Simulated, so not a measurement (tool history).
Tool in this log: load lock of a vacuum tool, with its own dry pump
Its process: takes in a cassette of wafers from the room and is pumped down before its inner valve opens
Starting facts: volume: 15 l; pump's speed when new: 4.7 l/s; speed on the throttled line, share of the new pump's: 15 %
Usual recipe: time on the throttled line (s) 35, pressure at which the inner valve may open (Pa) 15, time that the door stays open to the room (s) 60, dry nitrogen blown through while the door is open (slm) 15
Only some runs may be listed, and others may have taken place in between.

run,hour,time on the throttled line (s),pressure at which the inner valve may open (Pa),time that the door stays open to the room (s),dry nitrogen blown through while the door is open (slm),"incoming humidity of the room's air, %",time from the closed door until the inner valve may open (s),rise of the pressure with all valves shut (Pa/min)
1,0.0,35,15,60,15,43.0,58.3,0.101
2,188.7,35,15,60,15,44.4,58.7,0.106
3,334.9,35,15,48,15,41.8,58.2,0.097
4,458.5,35,15,60,15,44.7,58.2,0.104
5,652.0,35,15,60,15,46.3,58.3,0.109
6,793.3,35,15,60,15,45.8,58.1,0.113
7,997.8,35,15,60,15,44.8,57.5,0.114
8,1105.0,35,15,60,15,43.3,58.5,0.115
9,1277.7,35,15,60,15,47.7,58.7,0.113
10,1432.9,28,15,60,15,47.4,52.0,0.116
11,1590.5,35,15,60,15,48.3,58.2,0.121
12,1759.9,35,15,60,15,45.3,58.5,0.119
13,1951.8,35,15,60,15,50.3,58.1,0.119
14,2113.9,34,15,60,15,48.5,57.9,0.125
15,2236.3,35,15,26,15,40.4,57.2,0.101
16,2455.8,32,15,60,15,46.0,55.2,0.125
17,2547.6,32,11,60,15,44.6,56.5,0.121
18,2704.5,32,11,60,15,45.5,56.7,0.123
19,2815.9,32,19,96,19,45.8,55.4,0.132
20,2997.7,32,19,96,19,44.6,54.7,0.126
21,3102.4,32,19,96,19,48.9,55.0,0.134
22,3273.8,32,19,96,19,44.8,55.8,0.136
23,3452.8,28,15,98,15,44.4,52.9,0.145
24,3644.5,28,15,92,19,43.4,52.1,0.139
25,3853.1,28,19,92,6,45.4,51.9,0.158
26,4044.3,28,25,92,6,48.1,51.0,0.166
27,4237.1,57,15,29,8,45.2,76.6,0.139
28,4434.4,20,16,60,15,42.9,45.8,0.143
29,4536.9,35,18,60,15,41.8,58.2,0.139

Estimate the outcome of run 30 from the log above:
30,4644.8,42,15,60,5,45.5,?,?

{"run 30": {"time from the closed door until the inner valve may open (s)": 64.2, "rise of the pressure with all valves shut (Pa/min)": 0.156}}
With the hidden condition absent and the run-to-run variation left alone, this run would have shown time from the closed door until the inner valve may open (s) 63.5, rise of the pressure with all valves shut (Pa/min) 0.066.

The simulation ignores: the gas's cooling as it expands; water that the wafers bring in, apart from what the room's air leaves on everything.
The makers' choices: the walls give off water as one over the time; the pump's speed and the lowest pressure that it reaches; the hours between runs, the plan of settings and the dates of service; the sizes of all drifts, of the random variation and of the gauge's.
